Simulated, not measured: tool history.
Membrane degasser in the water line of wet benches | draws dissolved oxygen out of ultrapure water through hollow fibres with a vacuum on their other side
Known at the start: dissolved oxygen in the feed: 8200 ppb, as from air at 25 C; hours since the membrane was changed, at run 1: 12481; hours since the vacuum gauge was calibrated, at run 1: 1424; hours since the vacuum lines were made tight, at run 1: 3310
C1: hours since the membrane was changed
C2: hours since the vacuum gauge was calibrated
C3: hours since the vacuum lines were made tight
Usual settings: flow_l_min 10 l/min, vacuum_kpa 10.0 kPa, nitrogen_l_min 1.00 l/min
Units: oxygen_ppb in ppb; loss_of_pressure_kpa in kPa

run 1 hour=0.0 | flow_l_min=10 vacuum_kpa=10.0 nitrogen_l_min=1.00 | C1=12481 C2=1424 C3=3310 | oxygen_ppb=342.5 loss_of_pressure_kpa=56.05
run 2 hour=340.2 | flow_l_min=6 vacuum_kpa=10.0 nitrogen_l_min=1.00 | C1=12821 C2=1764 C3=3651 | oxygen_ppb=137.0 loss_of_pressure_kpa=33.95
run 3 hour=595.7 | flow_l_min=6 vacuum_kpa=10.0 nitrogen_l_min=1.00 | C1=13077 C2=2020 C3=3906 | oxygen_ppb=139.0 loss_of_pressure_kpa=33.68
run 4 hour=939.3 | flow_l_min=6 vacuum_kpa=10.0 nitrogen_l_min=1.00 | C1=13420 C2=2363 C3=4250 | oxygen_ppb=138.6 loss_of_pressure_kpa=33.78
run 5 hour=1102.7 | flow_l_min=6 vacuum_kpa=10.0 nitrogen_l_min=1.00 | C1=13584 C2=2527 C3=4413 | oxygen_ppb=140.2 loss_of_pressure_kpa=34.10
run 6 hour=1439.6 | flow_l_min=6 vacuum_kpa=10.0 nitrogen_l_min=0.69 | C1=13921 C2=2864 C3=4750 | oxygen_ppb=183.6 loss_of_pressure_kpa=33.82
run 7 hour=1706.6 | flow_l_min=6 vacuum_kpa=10.0 nitrogen_l_min=0.69 | C1=14188 C2=3131 C3=5017 | oxygen_ppb=185.0 loss_of_pressure_kpa=34.04
run 8 hour=1924.9 | flow_l_min=10 vacuum_kpa=17.2 nitrogen_l_min=1.00 | C1=14406 C2=3349 C3=5235 | oxygen_ppb=507.7 loss_of_pressure_kpa=56.61
run 9 hour=2102.7 | flow_l_min=10 vacuum_kpa=17.2 nitrogen_l_min=1.00 | C1=14584 C2=3527 C3=5413 | oxygen_ppb=517.2 loss_of_pressure_kpa=57.11
run 10 hour=2275.6 | flow_l_min=10 vacuum_kpa=17.2 nitrogen_l_min=0.94 | C1=14757 C2=3699 C3=5586 | oxygen_ppb=532.7 loss_of_pressure_kpa=56.64
run 11 hour=2619.3 | flow_l_min=10 vacuum_kpa=10.0 nitrogen_l_min=1.00 | C1=15100 C2=4043 C3=5930 | oxygen_ppb=352.9 loss_of_pressure_kpa=56.84
run 12 hour=2830.9 | flow_l_min=10 vacuum_kpa=10.0 nitrogen_l_min=1.18 | C1=15312 C2=4255 C3=6141 | oxygen_ppb=338.1 loss_of_pressure_kpa=57.24
run 13 hour=3004.0 | flow_l_min=10 vacuum_kpa=10.0 nitrogen_l_min=1.18 | C1=15485 C2=4428 C3=6314 | oxygen_ppb=339.6 loss_of_pressure_kpa=56.82
run 14 hour=3157.3 | flow_l_min=6 vacuum_kpa=10.0 nitrogen_l_min=1.00 | C1=15638 C2=4581 C3=6468 | oxygen_ppb=143.3 loss_of_pressure_kpa=33.99
run 15 hour=3434.5 | flow_l_min=6 vacuum_kpa=10.0 nitrogen_l_min=1.00 | C1=15916 C2=4858 C3=6745 | oxygen_ppb=140.5 loss_of_pressure_kpa=34.39
run 16 hour=3698.3 | flow_l_min=6 vacuum_kpa=10.0 nitrogen_l_min=1.00 | C1=16179 C2=5122 C3=7009 | oxygen_ppb=144.4 loss_of_pressure_kpa=34.39
run 17 hour=4067.1 | flow_l_min=6 vacuum_kpa=10.0 nitrogen_l_min=1.00 | C1=16548 C2=5491 C3=7377 | oxygen_ppb=143.1 loss_of_pressure_kpa=34.55
run 18 hour=4293.1 | flow_l_min=6 vacuum_kpa=10.0 nitrogen_l_min=1.00 | C1=16774 C2=5717 C3=7603 | oxygen_ppb=143.6 loss_of_pressure_kpa=34.31
-- hour=4344.1 seals of the vacuum lines changed
run 19 hour=4520.1 | flow_l_min=13 vacuum_kpa=13.3 nitrogen_l_min=2.24 | C1=16999 C2=5942 C3=176 | oxygen_ppb=519.9 loss_of_pressure_kpa=74.40
run 20 hour=4789.3 | flow_l_min=13 vacuum_kpa=13.3 nitrogen_l_min=2.24 | C1=17268 C2=6211 C3=445 | oxygen_ppb=512.0 loss_of_pressure_kpa=74.24
run 21 hour=5019.2 | flow_l_min=13 vacuum_kpa=13.3 nitrogen_l_min=2.24 | C1=17498 C2=6441 C3=675 | oxygen_ppb=524.5 loss_of_pressure_kpa=74.99
run 22 hour=5368.5 | flow_l_min=13 vacuum_kpa=13.3 nitrogen_l_min=2.24 | C1=17848 C2=6790 C3=1024 | oxygen_ppb=522.9 loss_of_pressure_kpa=74.64
run 23 hour=5591.4 | flow_l_min=10 vacuum_kpa=6.5 nitrogen_l_min=0.88 | C1=18071 C2=7013 C3=1247 | oxygen_ppb=298.0 loss_of_pressure_kpa=57.40
run 24 hour=5900.3 | flow_l_min=12 vacuum_kpa=6.5 nitrogen_l_min=1.27 | C1=18379 C2=7322 C3=1556 | oxygen_ppb=409.2 loss_of_pressure_kpa=69.24

Forecast run 25:
run 25 hour=6238.1 | flow_l_min=12 vacuum_kpa=6.5 nitrogen_l_min=1.27 | C1=18717 C2=7660 C3=1894 | oxygen_ppb=? loss_of_pressure_kpa=?

{"run 25": {"oxygen_ppb": 408.2, "loss_of_pressure_kpa": 69.39}}
Without the tool's hidden state the same run would have given oxygen_ppb 323.2 ppb, loss_of_pressure_kpa 63.80 kPa.
